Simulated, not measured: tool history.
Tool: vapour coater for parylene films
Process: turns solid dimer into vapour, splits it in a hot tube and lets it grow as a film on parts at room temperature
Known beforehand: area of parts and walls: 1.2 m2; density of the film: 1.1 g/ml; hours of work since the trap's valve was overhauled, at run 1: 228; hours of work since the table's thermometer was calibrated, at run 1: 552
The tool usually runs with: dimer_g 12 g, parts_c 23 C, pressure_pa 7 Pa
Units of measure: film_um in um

| run | hour | dimer_g | parts_c | pressure_pa | hours of work since the trap's valve was overhauled | hours of work since the table's thermometer was calibrated | film_um |
|---|---|---|---|---|---|---|---|
| 1 | 0 | 12 | 23 | 7 | 228 | 552 | 3.86 |
| 2 | 15.5 | 12 | 23 | 7 | 240 | 565 | 3.83 |
| 3 | 35.6 | 12 | 23 | 7 | 256 | 581 | 3.77 |
| 4 | 62 | 12 | 23 | 7 | 278 | 602 | 3.76 |
| 5 | 76.8 | 12 | 23 | 7 | 289 | 613 | 3.7 |
| 6 | 93.4 | 12 | 23 | 7 | 303 | 627 | 3.78 |
| 7 | 106.9 | 12 | 23 | 7 | 313 | 637 | 3.72 |
| 8 | 129.3 | 12 | 25 | 7 | 331 | 655 | 3.43 |
| 9 | 142.9 | 12 | 23 | 7 | 342 | 666 | 3.73 |
| 10 | 155.1 | 7 | 33 | 2.71 | 352 | 676 | 1.83 |
| 11 | 175.2 | 5 | 33 | 2.71 | 368 | 692 | 1.26 |

Run 12, settings as shown, results not yet in. Your forecast:
|  | 190.5 | trap's valve overhauled |
| 12 | 199.1 | 20 | 23 | 6.4 | 7 | 708 | ? |

{"run 12": {"film_um": 6.88}}
On a tool with no hidden condition, and with the same random variation, this run would have come out at film_um 7.05 um.

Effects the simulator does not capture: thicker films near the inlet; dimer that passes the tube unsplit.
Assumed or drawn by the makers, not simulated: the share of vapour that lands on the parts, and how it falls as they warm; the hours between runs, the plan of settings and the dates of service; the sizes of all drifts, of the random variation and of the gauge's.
